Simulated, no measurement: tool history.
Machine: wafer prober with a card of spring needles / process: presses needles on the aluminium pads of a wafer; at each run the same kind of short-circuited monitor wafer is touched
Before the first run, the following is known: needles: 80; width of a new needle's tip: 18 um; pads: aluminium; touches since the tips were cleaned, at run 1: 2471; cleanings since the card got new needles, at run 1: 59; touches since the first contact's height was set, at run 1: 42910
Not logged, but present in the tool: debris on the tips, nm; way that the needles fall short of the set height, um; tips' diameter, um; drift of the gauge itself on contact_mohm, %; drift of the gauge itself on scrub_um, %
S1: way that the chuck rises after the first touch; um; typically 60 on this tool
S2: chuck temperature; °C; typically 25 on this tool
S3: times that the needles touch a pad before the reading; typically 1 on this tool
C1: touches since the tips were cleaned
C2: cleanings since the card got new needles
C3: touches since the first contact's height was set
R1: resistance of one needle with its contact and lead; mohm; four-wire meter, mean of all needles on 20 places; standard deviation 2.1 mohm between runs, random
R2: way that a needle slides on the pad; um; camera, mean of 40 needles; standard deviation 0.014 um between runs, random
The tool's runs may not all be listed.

{"run": 1, "hour": 0.0, "S1": 60, "S2": 25, "S3": 1, "C1": 2471, "C2": 59, "C3": 42910, "R1": 254, "R2": 12.04}
{"hour": 4.0, "done": "tips cleaned on abrasive film"}
{"run": 2, "hour": 10.1, "S1": 60, "S2": 25, "S3": 1, "C1": 3603, "C2": 60, "C3": 48803, "R1": 256, "R2": 12.05}
{"hour": 12.2, "done": "tips cleaned on abrasive film"}
{"hour": 21.3, "done": "tips cleaned on abrasive film"}
{"run": 3, "hour": 27.2, "S1": 60, "S2": 25, "S3": 1, "C1": 3503, "C2": 62, "C3": 58832, "R1": 262, "R2": 11.97}
{"hour": 29.4, "done": "tips cleaned on abrasive film"}
{"hour": 37.8, "done": "tips cleaned on abrasive film"}
{"run": 4, "hour": 37.9, "S1": 60, "S2": 25, "S3": 1, "C1": 98, "C2": 64, "C3": 65042, "R1": 236, "R2": 11.95}
{"hour": 41.1, "done": "height of the first contact set anew"}
{"hour": 46.4, "done": "tips cleaned on abrasive film"}
{"hour": 55.2, "done": "tips cleaned on abrasive film"}
{"run": 5, "hour": 56.9, "S1": 65, "S2": 25, "S3": 1, "C1": 1001, "C2": 66, "C3": 9217, "R1": 244, "R2": 13.17}
{"hour": 63.6, "done": "tips cleaned on abrasive film"}
{"run": 6, "hour": 71.2, "S1": 65, "S2": 25, "S3": 1, "C1": 4508, "C2": 67, "C3": 17627, "R1": 254, "R2": 13.15}
{"hour": 72.8, "done": "tips cleaned on abrasive film"}
{"hour": 81.7, "done": "tips cleaned on abrasive film"}
{"run": 7, "hour": 83.6, "S1": 65, "S2": 25, "S3": 1, "C1": 1128, "C2": 69, "C3": 24839, "R1": 245, "R2": 13.12}
{"hour": 90.9, "done": "tips cleaned on abrasive film"}
{"run": 8, "hour": 95.3, "S1": 60, "S2": 25, "S3": 1, "C1": 2599, "C2": 70, "C3": 31714, "R1": 257, "R2": 12.08}
{"hour": 98.9, "done": "tips cleaned on abrasive film"}
{"hour": 106.9, "done": "tips cleaned on abrasive film"}
{"run": 9, "hour": 113.7, "S1": 60, "S2": 49, "S3": 1, "C1": 4034, "C2": 72, "C3": 42472, "R1": 268, "R2": 12.03}
{"hour": 115.3, "done": "tips cleaned on abrasive film"}
{"run": 10, "hour": 123.1, "S1": 60, "S2": 49, "S3": 1, "C1": 4616, "C2": 73, "C3": 47978, "R1": 271, "R2": 12.02}
{"hour": 124.8, "done": "tips cleaned on abrasive film"}
{"hour": 133.6, "done": "tips cleaned on abrasive film"}
{"run": 11, "hour": 137.9, "S1": 60, "S2": 49, "S3": 1, "C1": 2580, "C2": 75, "C3": 56618, "R1": 257, "R2": 11.99}
{"hour": 142.9, "done": "tips cleaned on abrasive film"}
{"hour": 152.1, "done": "tips cleaned on abrasive film"}
{"hour": 155.6, "done": "height of the first contact set anew"}
{"run": 12, "hour": 156.6, "S1": 60, "S2": 25, "S3": 2, "C1": 2483, "C2": 77, "C3": 552, "R1": 245, "R2": 12.17}
{"hour": 160.8, "done": "tips cleaned on abrasive film"}
{"run": 13, "hour": 166.9, "S1": 60, "S2": 25, "S3": 2, "C1": 3605, "C2": 78, "C3": 6614, "R1": 253, "R2": 12.17}
{"hour": 169.0, "done": "tips cleaned on abrasive film"}
{"hour": 177.0, "done": "tips cleaned on abrasive film"}
{"hour": 185.4, "done": "tips cleaned on abrasive film"}
{"run": 14, "hour": 185.7, "S1": 60, "S2": 25, "S3": 2, "C1": 136, "C2": 81, "C3": 17516, "R1": 236, "R2": 12.12}
{"hour": 194.1, "done": "tips cleaned on abrasive film"}
{"hour": 203.0, "done": "tips cleaned on abrasive film"}
{"run": 15, "hour": 203.0, "S1": 60, "S2": 25, "S3": 2, "C1": 0, "C2": 83, "C3": 27647, "R1": 238, "R2": 12.1}
{"hour": 211.4, "done": "tips cleaned on abrasive film"}
{"hour": 220.5, "done": "tips cleaned on abrasive film"}
{"run": 16, "hour": 222.0, "S1": 60, "S2": 25, "S3": 1, "C1": 858, "C2": 85, "C3": 38768, "R1": 244, "R2": 12.04}
{"hour": 228.6, "done": "tips cleaned on abrasive film"}
{"hour": 237.5, "done": "tips cleaned on abrasive film"}
{"run": 17, "hour": 238.6, "S1": 60, "S2": 25, "S3": 1, "C1": 642, "C2": 87, "C3": 48481, "R1": 244, "R2": 12.01}
{"hour": 247.1, "done": "tips cleaned on abrasive film"}
{"hour": 255.1, "done": "tips cleaned on abrasive film"}
{"run": 18, "hour": 255.1, "S1": 46, "S2": 25, "S3": 2, "C1": 0, "C2": 89, "C3": 58129, "R1": 243, "R2": 9.11}
{"hour": 263.3, "done": "tips cleaned on abrasive film"}
{"run": 19, "hour": 265.5, "S1": 41, "S2": 31, "S3": 2, "C1": 1284, "C2": 90, "C3": 64211, "R1": 259, "R2": 8.1}
{"hour": 270.2, "done": "height of the first contact set anew"}
{"hour": 271.7, "done": "tips cleaned on abrasive film"}
{"hour": 280.2, "done": "tips cleaned on abrasive film"}
{"run": 20, "hour": 280.7, "S1": 54, "S2": 85, "S3": 1, "C1": 305, "C2": 92, "C3": 6101, "R1": 259, "R2": 10.94}
{"hour": 288.5, "done": "tips cleaned on abrasive film"}
{"run": 21, "hour": 295.8, "S1": 54, "S2": 85, "S3": 2, "C1": 4299, "C2": 93, "C3": 14966, "R1": 271, "R2": 10.89}
{"hour": 297.1, "done": "tips cleaned on abrasive film"}
{"hour": 305.6, "done": "tips cleaned on abrasive film"}
{"run": 22, "hour": 310.6, "S1": 46, "S2": 85, "S3": 3, "C1": 2951, "C2": 95, "C3": 23619, "R1": 268, "R2": 9.27}
{"hour": 314.5, "done": "tips cleaned on abrasive film"}
{"run": 23, "hour": 318.9, "S1": 63, "S2": 120, "S3": 3, "C1": 2648, "C2": 96, "C3": 28498, "R1": 264, "R2": 12.71}
{"hour": 322.6, "done": "tips cleaned on abrasive film"}
{"hour": 331.1, "done": "tips cleaned on abrasive film"}
{"run": 24, "hour": 337.2, "S1": 60, "S2": 102, "S3": 1, "C1": 3623, "C2": 98, "C3": 39198, "R1": 281, "R2": 12.03}
{"hour": 340.6, "done": "tips cleaned on abrasive film"}
{"run": 25, "hour": 345.1, "S1": 60, "S2": 46, "S3": 1, "C1": 2648, "C2": 99, "C3": 43795, "R1": 262, "R2": 12.06}
{"hour": 349.8, "done": "tips cleaned on abrasive film"}
{"run": 26, "hour": 356.6, "S1": 60, "S2": 46, "S3": 1, "C1": 4033, "C2": 100, "C3": 50543, "R1": 270, "R2": 12.04}
{"hour": 358.6, "done": "tips cleaned on abrasive film"}
{"hour": 367.2, "done": "tips cleaned on abrasive film"}
{"run": 27, "hour": 371.4, "S1": 70, "S2": 46, "S3": 3, "C1": 2505, "C2": 102, "C3": 59180, "R1": 243, "R2": 14.04}
{"hour": 375.1, "done": "tips cleaned on abrasive film"}
{"hour": 384.1, "done": "tips cleaned on abrasive film"}
{"hour": 384.4, "done": "height of the first contact set anew"}
{"run": 28, "hour": 390.7, "S1": 60, "S2": 48, "S3": 2, "C1": 3761, "C2": 104, "C3": 3761, "R1": 258, "R2": 12.21}
{"hour": 392.4, "done": "tips cleaned on abrasive film"}
{"hour": 401.5, "done": "tips cleaned on abrasive film"}
{"run": 29, "hour": 406.6, "S1": 45, "S2": 33, "S3": 3, "C1": 3009, "C2": 106, "C3": 13018, "R1": 259, "R2": 9.1}
{"hour": 409.9, "done": "tips cleaned on abrasive film"}
{"hour": 418.0, "done": "tips cleaned on abrasive film"}
{"run": 30, "hour": 419.9, "S1": 68, "S2": 33, "S3": 2, "C1": 1119, "C2": 108, "C3": 20740, "R1": 240, "R2": 13.74}
{"hour": 427.1, "done": "tips cleaned on abrasive film"}
{"run": 31, "hour": 428.0, "S1": 62, "S2": 100, "S3": 1, "C1": 530, "C2": 109, "C3": 25486, "R1": 259, "R2": 12.53}

Below are 3 alternative next runs, each starting from the tool's condition after run 31. Predict each:
{"hour": 436.0, "done": "tips cleaned on abrasive film"}
{"hour": 444.3, "done": "tips cleaned on abrasive film"}
{"run": "A", "hour": 444.7, "S1": 69, "S2": 35, "S3": 3, "C1": 237, "C2": 111, "C3": 35231, "R1": "?", "R2": "?"}
{"hour": 436.0, "done": "tips cleaned on abrasive film"}
{"hour": 444.3, "done": "tips cleaned on abrasive film"}
{"run": "B", "hour": 444.7, "S1": 60, "S2": 55, "S3": 1, "C1": 237, "C2": 111, "C3": 35231, "R1": "?", "R2": "?"}
{"hour": 436.0, "done": "tips cleaned on abrasive film"}
{"hour": 444.3, "done": "tips cleaned on abrasive film"}
{"run": "C", "hour": 444.7, "S1": 62, "S2": 72, "S3": 1, "C1": 237, "C2": 111, "C3": 35231, "R1": "?", "R2": "?"}

run=A R1=237 R2=13.88
run=B R1=247 R2=12.07
run=C R1=255 R2=12.47
Without the tool's unlogged condition, the same runs would have read:
run=A R1=234 R2=14.00
run=B R1=240 R2=12.19
run=C R1=248 R2=12.59
